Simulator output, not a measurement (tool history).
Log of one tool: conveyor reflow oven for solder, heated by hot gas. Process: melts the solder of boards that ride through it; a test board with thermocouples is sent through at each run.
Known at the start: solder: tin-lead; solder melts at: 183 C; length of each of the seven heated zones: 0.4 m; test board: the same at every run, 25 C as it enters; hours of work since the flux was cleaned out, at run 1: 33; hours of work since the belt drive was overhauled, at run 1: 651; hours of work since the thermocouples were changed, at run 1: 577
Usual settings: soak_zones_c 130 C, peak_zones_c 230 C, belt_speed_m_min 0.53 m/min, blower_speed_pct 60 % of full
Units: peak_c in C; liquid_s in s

run,hour,soak_zones_c,peak_zones_c,belt_speed_m_min,blower_speed_pct,hours of work since the flux was cleaned out,hours of work since the belt drive was overhauled,hours of work since the thermocouples were changed,peak_c,liquid_s
1,0,130,230,0.53,60,33,651,577,213.3,61.1
# hour 29.5: thermocouples of zones 6 and 7 changed
2,35.9,130,230,0.53,60,52,669,3,213.1,60.6
3,75.8,130,245,0.53,60,74,691,25,226.1,71.6
4,101.9,130,245,0.53,60,88,705,39,226.2,72.2
5,126.2,130,245,0.53,60,101,719,53,226.3,71.9
6,171.4,125,230,0.53,60,126,743,77,212.3,57.9
7,204.4,125,230,0.53,60,144,761,95,212.2,57.9
8,235.3,130,230,0.53,81,160,778,112,216.5,65.3
9,275.2,130,230,0.53,81,182,800,134,216.6,65.6
10,325.9,130,230,0.53,81,210,827,161,216.7,64.9
11,356.4,130,230,0.53,51,226,844,178,211,58.2
12,388.6,130,230,0.53,51,244,861,195,210.7,58
13,413.1,130,230,0.53,67,257,875,209,214.5,62.4
14,450.2,130,230,0.53,67,277,895,229,214.5,62.4
15,476.7,130,230,0.53,67,292,909,243,214.5,62.6
16,519.2,130,230,0.53,67,315,933,267,214.3,62.4
# hour 528.1: flux residue cleaned out of gas plates and filters
17,570.2,130,220,0.53,51,23,958,292,202.5,47.1
18,620.8,130,230,0.601,56,50,985,319,207.9,47.1
19,663.2,130,230,0.601,56,74,1008,342,207.8,47.1
20,692,130,230,0.601,56,89,1024,358,207.7,46.6
21,721.5,130,230,0.601,56,105,1040,374,207.8,46.9
22,755.8,130,230,0.601,56,124,1059,393,207.4,46.9
23,802.4,130,230,0.601,56,149,1084,418,207.8,46.8
24,830,130,230,0.601,56,164,1099,433,207.7,46.9
25,872.6,130,230,0.601,56,188,1122,456,207.9,46.9
26,914.5,130,230,0.601,56,210,1145,479,207.9,46.6
27,960.5,128,231,0.493,60,235,1170,504,215.9,68.4
28,993.2,124,225,0.529,51,253,1188,522,205.6,49.7
29,1020.7,124,225,0.529,51,268,1203,537,205.5,49.9
30,1066.3,141,219,0.469,83,293,1228,562,211,75.1
31,1099.4,141,219,0.469,83,311,1246,580,211.2,75.5

3 ways to go on from here, each from the tool as it stands after run 31. What would each give?
# hour 1115: flux residue cleaned out of gas plates and filters
# hour 1128.9: thermocouples of zones 6 and 7 changed
A,1147.1,117,220,0.469,68,16,1268,10,?,?
# hour 1115: flux residue cleaned out of gas plates and filters
# hour 1128.9: thermocouples of zones 6 and 7 changed
B,1147.1,130,230,0.556,60,16,1268,10,?,?
# hour 1115: flux residue cleaned out of gas plates and filters
# hour 1128.9: thermocouples of zones 6 and 7 changed
C,1147.1,130,230,0.44,60,16,1268,10,?,?

run,peak_c,liquid_s
A,207.5,59.2
B,211.5,55.8
C,218.5,82
Without the tool's hidden state the same runs would have given:
run,peak_c,liquid_s
A,207.5,59.1
B,211.5,55.7
C,218.5,81.9

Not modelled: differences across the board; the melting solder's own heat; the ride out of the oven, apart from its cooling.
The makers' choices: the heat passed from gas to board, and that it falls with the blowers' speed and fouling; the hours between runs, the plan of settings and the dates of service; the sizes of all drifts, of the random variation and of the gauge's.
